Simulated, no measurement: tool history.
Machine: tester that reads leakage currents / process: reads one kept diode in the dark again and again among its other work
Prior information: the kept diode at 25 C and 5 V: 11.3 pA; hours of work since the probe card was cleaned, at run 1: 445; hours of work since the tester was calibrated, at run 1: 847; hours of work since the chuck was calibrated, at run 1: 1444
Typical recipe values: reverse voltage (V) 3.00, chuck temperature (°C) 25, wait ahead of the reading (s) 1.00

| run | hour | reverse voltage (V) | chuck temperature (°C) | wait ahead of the reading (s) | hours of work since the probe card was cleaned | hours of work since the tester was calibrated | hours of work since the chuck was calibrated | current that the tester gives (pA) |
|---|---|---|---|---|---|---|---|---|
| 1 | 0.0 | 3.00 | 25 | 1.00 | 445 | 847 | 1444 | 12.80 |
| 2 | 26.7 | 3.00 | 25 | 1.10 | 459 | 861 | 1459 | 12.83 |
|  | 49.7 | chuck's temperature calibrated |
| 3 | 49.8 | 3.00 | 25 | 1.10 | 471 | 873 | 0 | 11.62 |
| 4 | 87.1 | 3.00 | 25 | 1.10 | 491 | 893 | 20 | 11.77 |
| 5 | 118.7 | 1.95 | 25 | 1.10 | 508 | 910 | 37 | 9.01 |
| 6 | 154.2 | 3.00 | 25 | 0.48 | 527 | 929 | 56 | 12.01 |
| 7 | 191.9 | 3.00 | 25 | 1.00 | 547 | 949 | 77 | 11.99 |
| 8 | 228.5 | 3.00 | 25 | 1.00 | 567 | 969 | 97 | 12.03 |
| 9 | 272.0 | 3.00 | 25 | 1.00 | 591 | 993 | 120 | 12.25 |
| 10 | 305.4 | 3.00 | 34 | 1.00 | 609 | 1011 | 138 | 22.88 |
| 11 | 342.1 | 3.53 | 25 | 1.00 | 628 | 1031 | 158 | 14.05 |
| 12 | 382.5 | 3.00 | 25 | 6.52 | 650 | 1052 | 180 | 12.55 |
| 13 | 426.1 | 3.00 | 25 | 1.00 | 674 | 1076 | 203 | 12.78 |
| 14 | 465.6 | 8.03 | 25 | 1.00 | 695 | 1097 | 225 | 24.92 |
| 15 | 512.0 | 8.03 | 25 | 1.00 | 720 | 1122 | 250 | 25.19 |
| 16 | 544.4 | 3.00 | 49 | 2.62 | 738 | 1140 | 267 | 67.61 |
| 17 | 566.0 | 3.00 | 49 | 2.62 | 749 | 1152 | 279 | 68.26 |
| 18 | 595.2 | 3.00 | 49 | 2.62 | 765 | 1167 | 295 | 67.89 |
| 19 | 622.7 | 3.00 | 42 | 0.49 | 780 | 1182 | 310 | 42.06 |
| 20 | 667.2 | 13.59 | 27 | 0.86 | 804 | 1206 | 334 | 43.02 |
| 21 | 713.6 | 1.91 | 48 | 0.51 | 829 | 1231 | 359 | 51.18 |
| 22 | 748.8 | 3.33 | 48 | 6.53 | 848 | 1250 | 378 | 68.05 |
| 23 | 787.1 | 3.33 | 36 | 7.37 | 869 | 1271 | 399 | 29.72 |
| 24 | 814.7 | 2.50 | 58 | 1.00 | 884 | 1286 | 413 | 118.73 |
| 25 | 838.7 | 2.50 | 58 | 1.00 | 897 | 1299 | 426 | 118.99 |
| 26 | 869.0 | 3.24 | 56 | 0.59 | 913 | 1315 | 443 | 118.34 |

Entry by entry between the runs, the difference in hidden state between the last listed run before and the first listed run after:
After run 2, before run 3: chuck's temperature calibrated (hour 49.7)
  stray current of the dirty probe card, pA a volt: 0.86 -> 0.879; current scale over the true one, %: -0.56 -> -0.57; true chuck temperature over the reading, C: 1.55 -> -0.03
  measured minus no-state result, current that the tester gives (pA): +3.74 -> +2.49
